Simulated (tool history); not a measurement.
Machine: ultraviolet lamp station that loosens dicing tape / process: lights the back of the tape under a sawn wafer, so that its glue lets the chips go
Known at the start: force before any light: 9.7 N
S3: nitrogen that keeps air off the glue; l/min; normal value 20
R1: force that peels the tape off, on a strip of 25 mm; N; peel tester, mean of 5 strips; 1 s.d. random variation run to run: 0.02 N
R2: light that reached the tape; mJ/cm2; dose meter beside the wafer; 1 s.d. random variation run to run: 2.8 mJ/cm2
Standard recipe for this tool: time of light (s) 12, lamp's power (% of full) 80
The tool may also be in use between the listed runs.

{"run": 1, "hour": 0.0, "time of light (s)": 12, "lamp's power (% of full)": 80, "S3": 20, "R1": 1.626, "R2": 290}
{"run": 2, "hour": 30.0, "time of light (s)": 14, "lamp's power (% of full)": 80, "S3": 20, "R1": 1.24, "R2": 329}
{"run": 3, "hour": 87.8, "time of light (s)": 14, "lamp's power (% of full)": 80, "S3": 20, "R1": 1.281, "R2": 332}
{"run": 4, "hour": 118.3, "time of light (s)": 14, "lamp's power (% of full)": 80, "S3": 20, "R1": 1.314, "R2": 323}
{"run": 5, "hour": 180.8, "time of light (s)": 14, "lamp's power (% of full)": 80, "S3": 20, "R1": 1.326, "R2": 320}
{"run": 6, "hour": 226.1, "time of light (s)": 12, "lamp's power (% of full)": 80, "S3": 20, "R1": 1.842, "R2": 274}
{"run": 7, "hour": 278.7, "time of light (s)": 12, "lamp's power (% of full)": 80, "S3": 20, "R1": 1.793, "R2": 267}
{"run": 8, "hour": 327.1, "time of light (s)": 12, "lamp's power (% of full)": 76, "S3": 20, "R1": 1.988, "R2": 251}
{"run": 9, "hour": 356.6, "time of light (s)": 12, "lamp's power (% of full)": 80, "S3": 20, "R1": 1.868, "R2": 263}
{"run": 10, "hour": 393.6, "time of light (s)": 12, "lamp's power (% of full)": 80, "S3": 20, "R1": 1.865, "R2": 261}
{"run": 11, "hour": 464.8, "time of light (s)": 12, "lamp's power (% of full)": 80, "S3": 20, "R1": 1.991, "R2": 257}
{"run": 12, "hour": 521.6, "time of light (s)": 12, "lamp's power (% of full)": 80, "S3": 20, "R1": 1.967, "R2": 251}
{"hour": 551.2, "done": "window cleaned of glue's vapour"}
{"run": 13, "hour": 557.4, "time of light (s)": 12, "lamp's power (% of full)": 80, "S3": 20, "R1": 2.223, "R2": 227}
{"run": 14, "hour": 614.3, "time of light (s)": 18, "lamp's power (% of full)": 89, "S3": 35, "R1": 0.747, "R2": 375}
{"run": 15, "hour": 684.4, "time of light (s)": 9, "lamp's power (% of full)": 89, "S3": 14, "R1": 3.475, "R2": 183}
{"run": 16, "hour": 741.8, "time of light (s)": 12, "lamp's power (% of full)": 97, "S3": 20, "R1": 1.781, "R2": 260}
{"hour": 747.3, "done": "window cleaned of glue's vapour, once more"}
{"run": 17, "hour": 783.6, "time of light (s)": 20, "lamp's power (% of full)": 97, "S3": 31, "R1": 0.326, "R2": 583}
{"run": 18, "hour": 838.8, "time of light (s)": 20, "lamp's power (% of full)": 97, "S3": 31, "R1": 0.33, "R2": 579}
{"run": 19, "hour": 876.6, "time of light (s)": 6, "lamp's power (% of full)": 84, "S3": 33, "R1": 3.367, "R2": 144}
{"run": 20, "hour": 945.4, "time of light (s)": 13, "lamp's power (% of full)": 95, "S3": 13, "R1": 1.341, "R2": 359}
{"run": 21, "hour": 1000.6, "time of light (s)": 13, "lamp's power (% of full)": 95, "S3": 13, "R1": 1.339, "R2": 351}
{"run": 22, "hour": 1043.5, "time of light (s)": 12, "lamp's power (% of full)": 80, "S3": 10, "R1": 2.336, "R2": 275}
{"run": 23, "hour": 1074.6, "time of light (s)": 12, "lamp's power (% of full)": 76, "S3": 27, "R1": 1.699, "R2": 257}

Difference, measured minus no-hidden-state, one row per run. Run-to-run variation is common to both terms; the gauge's own scatter need not be:
The hidden state here: lamp's light, % of a new lamp's; light that the window lets through, % of a clean one's; drift of the gauge itself on peel_n, %; drift of the gauge itself on dose_mj_cm2, %.
run=1 R1=+0.667 R2=-95
run=2 R1=+0.555 R2=-112
run=3 R1=+0.590 R2=-118
run=4 R1=+0.613 R2=-118
run=5 R1=+0.641 R2=-125
run=6 R1=+0.848 R2=-109
run=7 R1=+0.847 R2=-113
run=8 R1=+0.933 R2=-111
run=9 R1=+0.907 R2=-118
run=10 R1=+0.921 R2=-120
run=11 R1=+1.013 R2=-124
run=12 R1=+1.024 R2=-129
run=13 R1=+1.301 R2=-152
run=14 R1=+0.481 R2=-258
run=15 R1=+1.810 R2=-134
run=16 R1=+1.170 R2=-197
run=17 R1=+0.096 R2=-185
run=18 R1=+0.101 R2=-191
run=19 R1=+1.003 R2=-50
run=20 R1=+0.614 R2=-130
run=21 R1=+0.630 R2=-135
run=22 R1=+0.951 R2=-108
run=23 R1=+0.790 R2=-104

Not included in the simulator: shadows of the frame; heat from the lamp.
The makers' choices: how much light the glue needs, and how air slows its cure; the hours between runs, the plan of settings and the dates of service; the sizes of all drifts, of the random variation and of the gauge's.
